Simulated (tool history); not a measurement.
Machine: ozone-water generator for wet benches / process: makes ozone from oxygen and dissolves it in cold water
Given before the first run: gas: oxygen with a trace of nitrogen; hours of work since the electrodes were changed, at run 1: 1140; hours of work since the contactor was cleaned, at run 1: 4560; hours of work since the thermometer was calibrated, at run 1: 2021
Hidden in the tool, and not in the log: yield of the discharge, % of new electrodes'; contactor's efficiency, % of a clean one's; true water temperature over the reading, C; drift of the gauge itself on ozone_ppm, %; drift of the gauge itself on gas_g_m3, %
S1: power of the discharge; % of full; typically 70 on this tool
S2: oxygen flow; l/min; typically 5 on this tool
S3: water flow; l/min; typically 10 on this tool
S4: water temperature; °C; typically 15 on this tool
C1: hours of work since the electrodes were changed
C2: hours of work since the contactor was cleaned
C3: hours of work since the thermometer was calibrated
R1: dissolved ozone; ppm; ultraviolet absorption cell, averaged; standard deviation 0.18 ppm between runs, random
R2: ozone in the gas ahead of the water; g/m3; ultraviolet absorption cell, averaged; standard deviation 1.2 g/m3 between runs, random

{"run": 1, "hour": 0.0, "S1": 70, "S2": 5, "S3": 10, "S4": 15, "C1": 1140, "C2": 4560, "C3": 2021, "R1": 24.8, "R2": 207.4}
{"run": 2, "hour": 34.2, "S1": 94, "S2": 5, "S3": 10, "S4": 15, "C1": 1171, "C2": 4591, "C3": 2052, "R1": 30.3, "R2": 252.1}
{"run": 3, "hour": 69.6, "S1": 94, "S2": 5, "S3": 10, "S4": 15, "C1": 1203, "C2": 4624, "C3": 2084, "R1": 30.6, "R2": 256.2}
{"run": 4, "hour": 105.3, "S1": 94, "S2": 5, "S3": 10, "S4": 15, "C1": 1236, "C2": 4656, "C3": 2117, "R1": 30.4, "R2": 254.7}
{"run": 5, "hour": 132.6, "S1": 94, "S2": 5, "S3": 10, "S4": 15, "C1": 1261, "C2": 4681, "C3": 2142, "R1": 30.3, "R2": 254.6}
{"run": 6, "hour": 163.0, "S1": 94, "S2": 5, "S3": 15, "S4": 15, "C1": 1288, "C2": 4709, "C3": 2169, "R1": 20.6, "R2": 257.1}
{"run": 7, "hour": 204.7, "S1": 94, "S2": 5, "S3": 10, "S4": 15, "C1": 1326, "C2": 4747, "C3": 2207, "R1": 30.1, "R2": 252.7}
{"run": 8, "hour": 226.5, "S1": 94, "S2": 5, "S3": 10, "S4": 15, "C1": 1346, "C2": 4766, "C3": 2227, "R1": 30.1, "R2": 254.3}
{"run": 9, "hour": 266.5, "S1": 70, "S2": 5, "S3": 10, "S4": 15, "C1": 1383, "C2": 4803, "C3": 2264, "R1": 24.8, "R2": 207.9}
{"hour": 270.6, "done": "water thermometer calibrated"}
{"run": 10, "hour": 295.9, "S1": 70, "S2": 5, "S3": 10, "S4": 15, "C1": 1409, "C2": 4829, "C3": 23, "R1": 24.6, "R2": 207.4}
{"run": 11, "hour": 337.8, "S1": 70, "S2": 5, "S3": 10, "S4": 15, "C1": 1447, "C2": 4867, "C3": 61, "R1": 24.4, "R2": 206.7}
{"run": 12, "hour": 360.1, "S1": 70, "S2": 5, "S3": 10, "S4": 15, "C1": 1467, "C2": 4887, "C3": 81, "R1": 24.8, "R2": 207.4}
{"run": 13, "hour": 401.6, "S1": 70, "S2": 5, "S3": 10, "S4": 15, "C1": 1505, "C2": 4925, "C3": 119, "R1": 24.6, "R2": 206}
{"run": 14, "hour": 420.8, "S1": 70, "S2": 5, "S3": 10, "S4": 15, "C1": 1522, "C2": 4943, "C3": 137, "R1": 24.4, "R2": 208.1}
{"run": 15, "hour": 449.3, "S1": 70, "S2": 5, "S3": 10, "S4": 15, "C1": 1548, "C2": 4968, "C3": 162, "R1": 24.7, "R2": 205.6}
{"hour": 468.4, "done": "water thermometer calibrated, once more"}
{"run": 16, "hour": 482.6, "S1": 70, "S2": 3.78, "S3": 10, "S4": 15, "C1": 1578, "C2": 4998, "C3": 13, "R1": 23.8, "R2": 227.3}
{"run": 17, "hour": 503.8, "S1": 70, "S2": 5.24, "S3": 12, "S4": 15, "C1": 1597, "C2": 5018, "C3": 32, "R1": 21, "R2": 203.7}
{"run": 18, "hour": 539.1, "S1": 84, "S2": 5, "S3": 10, "S4": 15, "C1": 1630, "C2": 5050, "C3": 64, "R1": 27.6, "R2": 233.4}
{"run": 19, "hour": 559.4, "S1": 70, "S2": 5, "S3": 7, "S4": 15, "C1": 1648, "C2": 5068, "C3": 83, "R1": 32.6, "R2": 204.6}
{"run": 20, "hour": 598.5, "S1": 91, "S2": 7.47, "S3": 14, "S4": 10, "C1": 1684, "C2": 5104, "C3": 118, "R1": 24.3, "R2": 212.2}
{"run": 21, "hour": 617.8, "S1": 58, "S2": 2.79, "S3": 9, "S4": 17, "C1": 1701, "C2": 5121, "C3": 136, "R1": 21.2, "R2": 223.3}
{"run": 22, "hour": 636.8, "S1": 77, "S2": 4.15, "S3": 6, "S4": 15, "C1": 1718, "C2": 5139, "C3": 153, "R1": 38.8, "R2": 234.3}
{"run": 23, "hour": 671.3, "S1": 65, "S2": 3, "S3": 6, "S4": 15, "C1": 1750, "C2": 5170, "C3": 185, "R1": 34.1, "R2": 234.2}
{"run": 24, "hour": 709.8, "S1": 65, "S2": 3, "S3": 6, "S4": 15, "C1": 1785, "C2": 5205, "C3": 220, "R1": 34.1, "R2": 233.3}
{"run": 25, "hour": 728.2, "S1": 65, "S2": 3, "S3": 6, "S4": 15, "C1": 1802, "C2": 5222, "C3": 236, "R1": 34, "R2": 236.3}
{"run": 26, "hour": 760.2, "S1": 71, "S2": 3.37, "S3": 14, "S4": 16, "C1": 1831, "C2": 5251, "C3": 265, "R1": 16.4, "R2": 241}

Here are 5 independent what-if runs from the current tool condition. What would each one return?
{"run": "A", "hour": 801.3, "S1": 70, "S2": 7.56, "S3": 10, "S4": 15, "C1": 1868, "C2": 5288, "C3": 303, "R1": "?", "R2": "?"}
{"run": "B", "hour": 801.3, "S1": 70, "S2": 5, "S3": 9, "S4": 8, "C1": 1868, "C2": 5288, "C3": 303, "R1": "?", "R2": "?"}
{"run": "C", "hour": 801.3, "S1": 71, "S2": 2.74, "S3": 14, "S4": 19, "C1": 1868, "C2": 5288, "C3": 303, "R1": "?", "R2": "?"}
{"run": "D", "hour": 801.3, "S1": 54, "S2": 3.37, "S3": 14, "S4": 16, "C1": 1868, "C2": 5288, "C3": 303, "R1": "?", "R2": "?"}
{"run": "E", "hour": 801.3, "S1": 84, "S2": 6.37, "S3": 10, "S4": 15, "C1": 1868, "C2": 5288, "C3": 303, "R1": "?", "R2": "?"}

run=A R1=24.5 R2=175
run=B R1=30.4 R2=205.6
run=C R1=15.1 R2=256.4
run=D R1=13.9 R2=198.2
run=E R1=27.8 R2=212.8
What these runs would have given with no unlogged condition in the tool:
run=A R1=26.2 R2=181.3
run=B R1=32.5 R2=213
run=C R1=16.2 R2=265.8
run=D R1=14.8 R2=204.1
run=E R1=29.9 R2=221.5
